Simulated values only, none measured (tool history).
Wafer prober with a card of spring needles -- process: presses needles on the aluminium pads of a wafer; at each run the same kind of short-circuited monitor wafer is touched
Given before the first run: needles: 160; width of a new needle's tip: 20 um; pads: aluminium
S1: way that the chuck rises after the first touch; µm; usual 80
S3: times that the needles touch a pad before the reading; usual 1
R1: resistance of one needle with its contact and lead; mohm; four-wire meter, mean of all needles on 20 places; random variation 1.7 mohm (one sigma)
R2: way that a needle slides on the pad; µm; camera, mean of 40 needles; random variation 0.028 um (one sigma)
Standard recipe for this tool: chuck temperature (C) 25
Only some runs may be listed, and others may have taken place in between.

Run 1, hour 0: usual settings. Result: R1 187 mohm, R2 10.69 µm.
At hour 7.6: tips cleaned on abrasive film.
At hour 17.2: tips cleaned on abrasive film.
At hour 26.7: tips cleaned on abrasive film.
At hour 36.3: tips cleaned on abrasive film.
At hour 45.8: tips cleaned on abrasive film.
At hour 53.4: tips cleaned on abrasive film.
At hour 63: tips cleaned on abrasive film.
Run 2, hour 66.5: usual settings. Result: R1 204 mohm, R2 10.58 µm.
At hour 72.3: tips cleaned on abrasive film.
At hour 81.8: tips cleaned on abrasive film.
At hour 89.5: tips cleaned on abrasive film.
At hour 99: tips cleaned on abrasive film.
At hour 108.5: tips cleaned on abrasive film.
At hour 118.1: tips cleaned on abrasive film.
At hour 125.7: tips cleaned on abrasive film.
At hour 135.3: tips cleaned on abrasive film.
Run 3, hour 137.5: usual settings. Result: R1 197 mohm, R2 10.47 µm.
At hour 143.3: tips cleaned on abrasive film.
At hour 152.8: tips cleaned on abrasive film.
At hour 162.3: tips cleaned on abrasive film.
At hour 171.9: tips cleaned on abrasive film.
At hour 181.4: tips cleaned on abrasive film.
At hour 190.9: tips cleaned on abrasive film.
At hour 198.6: tips cleaned on abrasive film.
Run 4, hour 202.1: usual settings. Result: R1 211 mohm, R2 10.36 µm.
At hour 207.8: tips cleaned on abrasive film.
At hour 217.4: tips cleaned on abrasive film.
At hour 226.9: tips cleaned on abrasive film.
At hour 236.5: tips cleaned on abrasive film.
At hour 246: tips cleaned on abrasive film.
At hour 255.5: tips cleaned on abrasive film.
At hour 265.1: tips cleaned on abrasive film.
Run 5, hour 267.2: usual settings. Result: R1 204 mohm, R2 10.29 µm.
At hour 273: tips cleaned on abrasive film.
At hour 282.5: tips cleaned on abrasive film.
At hour 292.1: tips cleaned on abrasive film.
At hour 301.6: tips cleaned on abrasive film.
Run 6, hour 305.6: usual settings. Result: R1 221 mohm, R2 10.21 µm.
At hour 309.5: tips cleaned on abrasive film.
At hour 319: tips cleaned on abrasive film.
At hour 328.5: tips cleaned on abrasive film.
At hour 332.6: height of the first contact set anew.
At hour 338.4: tips cleaned on abrasive film.
Run 7, hour 342.5: usual settings. Result: R1 220 mohm, R2 10.7 µm.
At hour 346.4: tips cleaned on abrasive film.
At hour 355.9: tips cleaned on abrasive film.
At hour 365.5: tips cleaned on abrasive film.
At hour 375: tips cleaned on abrasive film.
At hour 382.7: tips cleaned on abrasive film.
At hour 390.6: tips cleaned on abrasive film.
Run 8, hour 390.6: usual settings but chuck temperature (C) 26. Result: R1 179 mohm, R2 10.64 µm.
At hour 400.2: tips cleaned on abrasive film.
At hour 409.7: tips cleaned on abrasive film.
At hour 419.2: tips cleaned on abrasive film.
Run 9, hour 425.7: usual settings but chuck temperature (C) 26. Result: R1 232 mohm, R2 10.53 µm.
At hour 427.7: tips cleaned on abrasive film.
At hour 437.2: tips cleaned on abrasive film.
At hour 449.2: card fitted with new needles.
At hour 458.7: tips cleaned on abrasive film.
At hour 466.4: tips cleaned on abrasive film.
At hour 475.9: tips cleaned on abrasive film.
At hour 485.5: tips cleaned on abrasive film.
At hour 495: tips cleaned on abrasive film.
At hour 504.5: tips cleaned on abrasive film.
Run 10, hour 506.5: usual settings but chuck temperature (C) 26. Result: R1 188 mohm, R2 10.6 µm.
At hour 512.2: tips cleaned on abrasive film.
At hour 521.7: tips cleaned on abrasive film.
At hour 531.3: tips cleaned on abrasive film.
At hour 540.8: tips cleaned on abrasive film.
At hour 550.4: tips cleaned on abrasive film.
Run 11, hour 552.9: usual settings. Result: R1 193 mohm, R2 10.57 µm.
At hour 558.7: tips cleaned on abrasive film.
At hour 568.2: tips cleaned on abrasive film.
At hour 577.8: tips cleaned on abrasive film.
At hour 587.3: tips cleaned on abrasive film.
At hour 596.8: tips cleaned on abrasive film.
At hour 606.4: tips cleaned on abrasive film.
At hour 615.9: tips cleaned on abrasive film.
Run 12, hour 616: usual settings but S1 66 µm, chuck temperature (C) 50. Result: R1 188 mohm, R2 8.58 µm.
At hour 623.7: tips cleaned on abrasive film.
At hour 631.3: tips cleaned on abrasive film.
At hour 640.9: tips cleaned on abrasive film.
At hour 650.4: tips cleaned on abrasive film.
At hour 659.9: tips cleaned on abrasive film.
At hour 669.5: tips cleaned on abrasive film.
At hour 679: tips cleaned on abrasive film.
Run 13, hour 683.6: usual settings but S1 66 µm, chuck temperature (C) 50. Result: R1 226 mohm, R2 8.44 µm.
At hour 687.4: tips cleaned on abrasive film.
At hour 697: tips cleaned on abrasive film.
At hour 706.5: tips cleaned on abrasive film.
At hour 714.2: tips cleaned on abrasive film.
At hour 723.7: tips cleaned on abrasive film.
At hour 732.3: tips cleaned on abrasive film.
Run 14, hour 732.3: usual settings but S1 66 µm, chuck temperature (C) 50. Result: R1 186 mohm, R2 8.37 µm.
At hour 741.9: tips cleaned on abrasive film.
At hour 751.4: tips cleaned on abrasive film.
At hour 760.9: tips cleaned on abrasive film.
At hour 770.5: tips cleaned on abrasive film.
Run 15, hour 776.6: usual settings but S1 66 µm, chuck temperature (C) 56. Result: R1 245 mohm, R2 8.23 µm.
At hour 778.5: tips cleaned on abrasive film.
At hour 788.1: tips cleaned on abrasive film.
At hour 790.3: height of the first contact set anew.
At hour 797.9: tips cleaned on abrasive film.
At hour 807.4: tips cleaned on abrasive film.
At hour 815.1: tips cleaned on abrasive film.
Run 16, hour 817.7: usual settings but S1 66 µm, chuck temperature (C) 56. Result: R1 208 mohm, R2 8.79 µm.
At hour 823.5: tips cleaned on abrasive film.
At hour 833: tips cleaned on abrasive film.
At hour 842.5: tips cleaned on abrasive film.
At hour 852.1: tips cleaned on abrasive film.
At hour 859.7: tips cleaned on abrasive film.
At hour 869.2: tips cleaned on abrasive film.
At hour 878.8: tips cleaned on abrasive film.
At hour 887: tips cleaned on abrasive film.
Run 17, hour 887: usual settings but S1 66 µm, chuck temperature (C) 56. Result: R1 187 mohm, R2 8.62 µm.

Predict the results of run 18:
At hour 896.6: tips cleaned on abrasive film.
At hour 904.2: tips cleaned on abrasive film.
At hour 913.8: tips cleaned on abrasive film.
At hour 923.3: tips cleaned on abrasive film.
At hour 932.8: tips cleaned on abrasive film.
At hour 942.4: tips cleaned on abrasive film.
At hour 951.9: tips cleaned on abrasive film.
Run 18, hour 958.9: usual settings but S1 76 µm, chuck temperature (C) 47, S3 2. Result: R1 ?, R2 ?.

{"run 18": {"R1": 211, "R2": 9.88}}
With no hidden state in the tool, this same run would have given R1 178 mohm, R2 10.15 µm.

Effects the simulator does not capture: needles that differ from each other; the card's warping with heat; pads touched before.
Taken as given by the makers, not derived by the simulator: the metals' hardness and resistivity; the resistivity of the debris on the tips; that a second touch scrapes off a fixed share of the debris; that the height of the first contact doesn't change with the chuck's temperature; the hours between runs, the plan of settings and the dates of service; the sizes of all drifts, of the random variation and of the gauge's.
